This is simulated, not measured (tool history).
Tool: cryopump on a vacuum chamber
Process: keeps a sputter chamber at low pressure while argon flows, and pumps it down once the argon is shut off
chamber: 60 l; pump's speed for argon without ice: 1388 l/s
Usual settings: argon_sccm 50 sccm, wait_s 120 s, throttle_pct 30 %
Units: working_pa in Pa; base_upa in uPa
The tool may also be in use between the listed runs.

run 1 day=0 | argon_sccm=50 wait_s=120 throttle_pct=30 | working_pa=0.2045 base_upa=1.71
run 2 day=1.05 | argon_sccm=50 wait_s=120 throttle_pct=30 | working_pa=0.205 base_upa=1.7
run 3 day=2.058 | argon_sccm=50 wait_s=120 throttle_pct=30 | working_pa=0.2055 base_upa=1.71
run 4 day=2.696 | argon_sccm=50 wait_s=120 throttle_pct=30 | working_pa=0.2071 base_upa=1.75
run 5 day=3.571 | argon_sccm=50 wait_s=120 throttle_pct=43 | working_pa=0.1453 base_upa=1.72
run 6 day=4.4 | argon_sccm=50 wait_s=120 throttle_pct=30 | working_pa=0.2065 base_upa=1.8
run 7 day=5.242 | argon_sccm=50 wait_s=22 throttle_pct=30 | working_pa=0.2065 base_upa=5.74
run 8 day=5.867 | argon_sccm=50 wait_s=22 throttle_pct=30 | working_pa=0.207 base_upa=5.6
run 9 day=7.054 | argon_sccm=23 wait_s=120 throttle_pct=30 | working_pa=0.0943 base_upa=1.86
run 10 day=8.308 | argon_sccm=50 wait_s=120 throttle_pct=56 | working_pa=0.1143 base_upa=1.84
run 11 day=9.075 | argon_sccm=50 wait_s=120 throttle_pct=56 | working_pa=0.1137 base_upa=1.74
run 12 day=10.154 | argon_sccm=43 wait_s=22 throttle_pct=20 | working_pa=0.2657 base_upa=5.69
run 13 day=11.192 | argon_sccm=79 wait_s=120 throttle_pct=36 | working_pa=0.2782 base_upa=1.82
run 14 day=12.488 | argon_sccm=50 wait_s=51 throttle_pct=53 | working_pa=0.1218 base_upa=3.02
run 15 day=13.117 | argon_sccm=50 wait_s=51 throttle_pct=53 | working_pa=0.122 base_upa=3.03
run 16 day=14.429 | argon_sccm=22 wait_s=103 throttle_pct=30 | working_pa=0.0921 base_upa=2.01

Forecast run 17:
run 17 day=15.2 | argon_sccm=22 wait_s=103 throttle_pct=30 | working_pa=? base_upa=?

{"run 17": {"working_pa": 0.0934, "base_upa": 2}}
Without the tool's hidden state the same run would have given working_pa 0.0899 Pa, base_upa 1.21 uPa.
